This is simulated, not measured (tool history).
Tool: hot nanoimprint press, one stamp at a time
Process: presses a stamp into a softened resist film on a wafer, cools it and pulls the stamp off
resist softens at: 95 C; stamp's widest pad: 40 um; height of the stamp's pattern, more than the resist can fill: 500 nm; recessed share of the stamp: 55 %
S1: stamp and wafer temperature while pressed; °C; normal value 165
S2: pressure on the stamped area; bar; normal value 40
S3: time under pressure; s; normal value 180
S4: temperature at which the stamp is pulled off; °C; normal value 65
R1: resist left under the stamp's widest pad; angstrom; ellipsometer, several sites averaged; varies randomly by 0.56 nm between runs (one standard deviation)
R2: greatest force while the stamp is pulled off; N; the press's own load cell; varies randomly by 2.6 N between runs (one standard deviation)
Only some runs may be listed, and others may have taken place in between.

Run 1, hour 0: usual settings. Result: R1 1414 angstrom, R2 120 N.
Run 2, hour 10.6: usual settings. Result: R1 1420 angstrom, R2 125 N.
Run 3, hour 18.9: usual settings. Result: R1 1419 angstrom, R2 124 N.
Run 4, hour 28.4: usual settings. Result: R1 1416 angstrom, R2 127 N.
Run 5, hour 42.9: usual settings. Result: R1 1413 angstrom, R2 128 N.
Run 6, hour 49.7: usual settings. Result: R1 1421 angstrom, R2 133 N.
Run 7, hour 60.6: usual settings. Result: R1 1413 angstrom, R2 136 N.
Run 8, hour 72.2: usual settings. Result: R1 1419 angstrom, R2 135 N.
Run 9, hour 78.5: usual settings. Result: R1 1421 angstrom, R2 136 N.
Run 10, hour 85.3: usual settings but S4 70 °C. Result: R1 1410 angstrom, R2 132 N.
Run 11, hour 92.4: usual settings but S3 94 s. Result: R1 1692 angstrom, R2 136 N.
Run 12, hour 106.9: usual settings but S1 158 °C. Result: R1 1730 angstrom, R2 138 N.
Run 13, hour 114.7: usual settings but S1 158 °C. Result: R1 1745 angstrom, R2 143 N.
Run 14, hour 126.3: usual settings but S1 176 °C, S2 34 bar, S3 122 s, S4 71 °C. Result: R1 1246 angstrom, R2 129 N.
Run 15, hour 140.4: usual settings but S1 176 °C, S2 34 bar, S3 122 s, S4 71 °C. Result: R1 1249 angstrom, R2 132 N.
Run 16, hour 150.3: usual settings but S1 174 °C, S2 47.2 bar, S3 273 s, S4 70 °C. Result: R1 844 angstrom, R2 137 N.
Run 17, hour 157.4: usual settings but S1 174 °C, S2 47.2 bar, S3 273 s, S4 70 °C. Result: R1 851 angstrom, R2 133 N.
Run 18, hour 166.9: usual settings but S1 159 °C, S2 46.9 bar. Result: R1 1585 angstrom, R2 143 N.
Run 19, hour 173.3: usual settings but S1 159 °C, S2 46.9 bar. Result: R1 1591 angstrom, R2 151 N.
Run 20, hour 181.1: usual settings but S4 68 °C. Result: R1 1421 angstrom, R2 145 N.
Run 21, hour 188.5: usual settings but S1 171 °C, S2 32.1 bar. Result: R1 1319 angstrom, R2 152 N.
Run 22, hour 197: usual settings but S1 160 °C, S2 30.4 bar, S4 68 °C. Result: R1 1831 angstrom, R2 146 N.
Run 23, hour 207.9: usual settings but S1 160 °C, S2 30.4 bar, S4 68 °C. Result: R1 1830 angstrom, R2 151 N.
Run 24, hour 220.3: usual settings but S1 161 °C, S3 218 s. Result: R1 1528 angstrom, R2 148 N.
Run 25, hour 232.7: usual settings but S1 175 °C, S3 146 s. Result: R1 1122 angstrom, R2 158 N.
Run 26, hour 246.5: usual settings but S3 102 s, S4 55 °C. Result: R1 1648 angstrom, R2 187 N.

Branching from run 26: 4 alternative next runs. What would each branch give?
Run A, hour 261.2: usual settings but S1 171 °C, S2 35.7 bar, S3 102 s, S4 55 °C. Result: R1 ?, R2 ?.
Run B, hour 261.2: usual settings but S1 168 °C, S2 62.3 bar, S3 127 s, S4 55 °C. Result: R1 ?, R2 ?.
Run C, hour 261.2: usual settings but S1 169 °C, S3 165 s, S4 67 °C. Result: R1 ?, R2 ?.
Run D, hour 261.2: usual settings but S2 45.1 bar, S3 102 s, S4 55 °C. Result: R1 ?, R2 ?.

run    R1   R2
  A  1494  176
  B  1155  179
  C  1302  152
  D  1583  183
With the hidden condition removed and each run's random variation left untouched, the same runs would have given:
run    R1   R2
  A  1451  126
  B  1104  127
  C  1258  108
  D  1532  132

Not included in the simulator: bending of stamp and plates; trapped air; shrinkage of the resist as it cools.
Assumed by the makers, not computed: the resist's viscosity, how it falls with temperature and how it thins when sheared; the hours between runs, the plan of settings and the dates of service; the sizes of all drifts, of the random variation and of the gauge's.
